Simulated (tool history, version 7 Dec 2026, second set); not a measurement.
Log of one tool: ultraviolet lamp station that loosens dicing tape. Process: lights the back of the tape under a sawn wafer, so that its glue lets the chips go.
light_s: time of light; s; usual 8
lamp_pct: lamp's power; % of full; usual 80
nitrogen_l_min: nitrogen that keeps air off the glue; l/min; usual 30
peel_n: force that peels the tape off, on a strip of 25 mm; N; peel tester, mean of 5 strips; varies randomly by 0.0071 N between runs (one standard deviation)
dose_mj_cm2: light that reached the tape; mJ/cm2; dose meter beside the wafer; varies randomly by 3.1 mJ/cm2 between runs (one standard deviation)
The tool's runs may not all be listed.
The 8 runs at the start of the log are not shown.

run     day  light_s  lamp_pct  nitrogen_l_min  hours of work of the lamp  hours of work since the window was cleaned  peel_n  dose_mj_cm2
  9   5.000        8        80              30                        192                                          51   0.260          435
 10   5.454        8        80              30                        197                                          55   0.265          431
 11   6.158        8        80              30                        204                                          62   0.278          428
 12   6.562        8        80              30                        208                                          66   0.254          423
 13   6.979        8        80              14                        212                                          70   0.372          427
 14   7.525        8        80              30                        217                                          76   0.264          422
 15   8.271        8        80              30                        225                                          83   0.292          417
 16   8.633        8        80              30                        228                                          87   0.274          418
 17   9.004        8        80              30                        232                                          90   0.294          415
 18   9.562       10        72              15                        238                                          96   0.311          464
 19  10.033        4        72              50                        242                                         100   0.796          186
 20  10.667        4        72              40                        249                                         107   0.834          187
 21  11.146       15        60              41                        253                                         111   0.224          578

Run 22 is up next; what results do you expect?
 22  11.638       15        60              41                        258                                         116       ?            ?

{"run 22": {"peel_n": 0.223, "dose_mj_cm2": 572}}
Had the tool carried no hidden state, the very same run would have given peel_n 0.218 N, dose_mj_cm2 654 mJ/cm2.
